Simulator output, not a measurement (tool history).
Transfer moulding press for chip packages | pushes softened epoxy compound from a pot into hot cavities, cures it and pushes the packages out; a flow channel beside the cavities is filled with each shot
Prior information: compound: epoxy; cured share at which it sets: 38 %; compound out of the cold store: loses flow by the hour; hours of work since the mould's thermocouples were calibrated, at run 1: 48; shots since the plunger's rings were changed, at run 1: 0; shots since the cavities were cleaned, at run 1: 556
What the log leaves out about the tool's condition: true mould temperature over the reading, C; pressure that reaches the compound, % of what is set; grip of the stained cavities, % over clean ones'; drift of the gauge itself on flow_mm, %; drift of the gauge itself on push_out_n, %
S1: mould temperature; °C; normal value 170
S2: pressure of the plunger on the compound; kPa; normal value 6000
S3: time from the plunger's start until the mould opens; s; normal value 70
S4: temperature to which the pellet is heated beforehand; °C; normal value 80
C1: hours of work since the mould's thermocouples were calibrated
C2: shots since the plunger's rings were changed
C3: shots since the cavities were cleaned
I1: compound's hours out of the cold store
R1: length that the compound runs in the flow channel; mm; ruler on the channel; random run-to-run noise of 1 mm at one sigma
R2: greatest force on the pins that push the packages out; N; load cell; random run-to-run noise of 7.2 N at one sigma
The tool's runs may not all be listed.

Run 1, hour 0.0: usual settings; C1 48; C2 0; C3 556; I1 11.8. Result: R1 799.1 mm, R2 502 N.
Run 2, hour 39.9: usual settings but S4 90 °C; C1 65; C2 403; C3 959; I1 47.0. Result: R1 707.8 mm, R2 492 N.
At hour 67.5: cavities cleaned with cleaning compound and waxed.
Run 3, hour 75.0: usual settings but S4 90 °C; C1 79; C2 744; C3 76; I1 31.3. Result: R1 744.3 mm, R2 351 N.
Run 4, hour 111.1: usual settings but S4 90 °C; C1 94; C2 1109; C3 441; I1 23.3. Result: R1 762.3 mm, R2 478 N.
Run 5, hour 157.3: usual settings but S4 90 °C; C1 114; C2 1577; C3 909; I1 14.7. Result: R1 781.7 mm, R2 513 N.
Run 6, hour 184.3: usual settings but S4 90 °C; C1 125; C2 1851; C3 1183; I1 27.7. Result: R1 747.4 mm, R2 515 N.
At hour 189.5: cavities cleaned with cleaning compound and waxed.
Run 7, hour 221.9: usual settings but S4 90 °C; C1 140; C2 2216; C3 328; I1 44.3. Result: R1 704.4 mm, R2 450 N.
At hour 259.7: plunger's sealing rings changed.
Run 8, hour 274.3: usual settings but S4 90 °C; C1 161; C2 148; C3 833; I1 20.4. Result: R1 775.1 mm, R2 526 N.
At hour 281.5: mould's thermocouples calibrated.
Run 9, hour 304.5: usual settings but S4 90 °C; C1 10; C2 434; C3 1119; I1 47.1. Result: R1 707.6 mm, R2 515 N.
At hour 316.3: cavities cleaned with cleaning compound and waxed.
Run 10, hour 335.4: usual settings but S2 5630 kPa; C1 22; C2 731; C3 193; I1 24.1. Result: R1 737.8 mm, R2 415 N.
Run 11, hour 373.2: usual settings but S2 6310 kPa, S3 54 s, S4 82 °C; C1 38; C2 1114; C3 576; I1 8.2. Result: R1 821.8 mm, R2 974 N.
At hour 393.9: mould's thermocouples calibrated, once more.
Run 12, hour 417.8: usual settings but S2 6750 kPa, S3 50 s; C1 10; C2 1544; C3 1006; I1 12.4. Result: R1 839.8 mm, R2 1249 N.
At hour 438.6: cavities cleaned with cleaning compound and waxed.
Run 13, hour 456.9: usual settings but S1 169 °C, S4 85 °C; C1 26; C2 1926; C3 185; I1 41.9. Result: R1 717.8 mm, R2 413 N.
Run 14, hour 511.1: usual settings but S2 5400 kPa, S3 90 s; C1 49; C2 2475; C3 734; I1 9.7. Result: R1 750.7 mm, R2 434 N.
At hour 524.0: plunger's sealing rings changed.
Run 15, hour 553.5: usual settings but S2 5400 kPa, S3 90 s; C1 66; C2 299; C3 1137; I1 42.3. Result: R1 684.6 mm, R2 441 N.
At hour 560.6: cavities cleaned with cleaning compound and waxed.
Run 16, hour 592.2: usual settings but S1 162 °C, S2 4580 kPa, S3 57 s; C1 81; C2 675; C3 319; I1 21.5. Result: R1 687.9 mm, R2 1229 N.
Run 17, hour 629.7: usual settings but S1 164 °C, S2 5900 kPa, S3 63 s, S4 87 °C; C1 97; C2 1056; C3 700; I1 11.8. Result: R1 800.1 mm, R2 957 N.

Consider 3 possible next runs. They are alternatives, not a sequence: every one starts from the tool as it was left by run 17. What does each give?
Run A, hour 658.5: usual settings but S2 6070 kPa; C1 109; C2 1346; C3 990; I1 27.3. Result: R1 ?, R2 ?.
Run B, hour 658.5: usual settings but S1 173 °C, S2 5080 kPa, S4 81 °C; C1 109; C2 1346; C3 990; I1 35.8. Result: R1 ?, R2 ?.
Run C, hour 658.5: usual settings but S1 169 °C, S2 6570 kPa, S3 63 s, S4 77 °C; C1 109; C2 1346; C3 990; I1 28.5. Result: R1 ?, R2 ?.

run     R1   R2
  A  758.5  531
  B  667.9  447
  C  785.6  666
With no hidden state in the tool, these same runs would have given:
run     R1   R2
  A  766.8  309
  B  675.2  257
  C  794.3  386
